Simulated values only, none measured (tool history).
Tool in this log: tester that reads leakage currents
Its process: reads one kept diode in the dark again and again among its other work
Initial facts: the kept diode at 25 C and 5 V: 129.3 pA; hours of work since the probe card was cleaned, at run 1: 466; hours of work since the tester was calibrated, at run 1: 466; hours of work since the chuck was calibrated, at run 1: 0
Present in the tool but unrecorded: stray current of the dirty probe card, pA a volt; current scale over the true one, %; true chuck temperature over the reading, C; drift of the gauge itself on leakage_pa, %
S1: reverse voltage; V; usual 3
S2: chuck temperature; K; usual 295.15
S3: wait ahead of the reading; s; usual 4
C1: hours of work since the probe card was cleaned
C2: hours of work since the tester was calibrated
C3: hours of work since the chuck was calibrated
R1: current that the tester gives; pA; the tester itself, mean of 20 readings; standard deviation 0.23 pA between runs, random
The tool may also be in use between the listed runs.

{"run": 1, "hour": 0.0, "S1": 3, "S2": 295.15, "S3": 4, "C1": 466, "C2": 466, "C3": 0, "R1": 75.58}
{"run": 2, "hour": 31.6, "S1": 3, "S2": 295.15, "S3": 1.66, "C1": 488, "C2": 488, "C3": 22, "R1": 75.22}
{"run": 3, "hour": 70.1, "S1": 3, "S2": 295.15, "S3": 4, "C1": 515, "C2": 515, "C3": 50, "R1": 74.6}
{"run": 4, "hour": 91.6, "S1": 3, "S2": 295.15, "S3": 0.32, "C1": 530, "C2": 530, "C3": 65, "R1": 75.9}
{"run": 5, "hour": 121.3, "S1": 3, "S2": 295.15, "S3": 0.32, "C1": 551, "C2": 551, "C3": 86, "R1": 75.91}
{"run": 6, "hour": 141.0, "S1": 3, "S2": 295.15, "S3": 0.69, "C1": 565, "C2": 565, "C3": 100, "R1": 74.78}
{"run": 7, "hour": 180.0, "S1": 3, "S2": 295.15, "S3": 0.69, "C1": 593, "C2": 593, "C3": 128, "R1": 74.5}
{"run": 8, "hour": 201.9, "S1": 3, "S2": 295.15, "S3": 5.15, "C1": 609, "C2": 609, "C3": 143, "R1": 73.55}
{"run": 9, "hour": 231.9, "S1": 3, "S2": 317.15, "S3": 4, "C1": 630, "C2": 630, "C3": 164, "R1": 404.75}
{"run": 10, "hour": 259.2, "S1": 2.49, "S2": 295.15, "S3": 0.49, "C1": 649, "C2": 649, "C3": 184, "R1": 66.52}
{"run": 11, "hour": 290.8, "S1": 14.45, "S2": 295.15, "S3": 4.89, "C1": 672, "C2": 672, "C3": 206, "R1": 175.4}
{"run": 12, "hour": 325.1, "S1": 3, "S2": 330.15, "S3": 6.16, "C1": 696, "C2": 696, "C3": 230, "R1": 1000.32}
{"run": 13, "hour": 355.0, "S1": 3, "S2": 330.15, "S3": 6.16, "C1": 717, "C2": 717, "C3": 252, "R1": 992.63}

Predict each of these 3 candidate next runs independently; none follows another, all start after run 13:
{"run": "A", "hour": 383.8, "S1": 3, "S2": 330.15, "S3": 3.64, "C1": 737, "C2": 737, "C3": 272, "R1": "?"}
{"run": "B", "hour": 383.8, "S1": 3, "S2": 295.15, "S3": 1.84, "C1": 737, "C2": 737, "C3": 272, "R1": "?"}
{"run": "C", "hour": 383.8, "S1": 6.22, "S2": 330.15, "S3": 0.64, "C1": 737, "C2": 737, "C3": 272, "R1": "?"}

run=A R1=995.09
run=B R1=72.3
run=C R1=1494.79
Without the tool's unlogged condition, the same runs would have read:
run=A R1=1040.46
run=B R1=76.32
run=C R1=1562.77
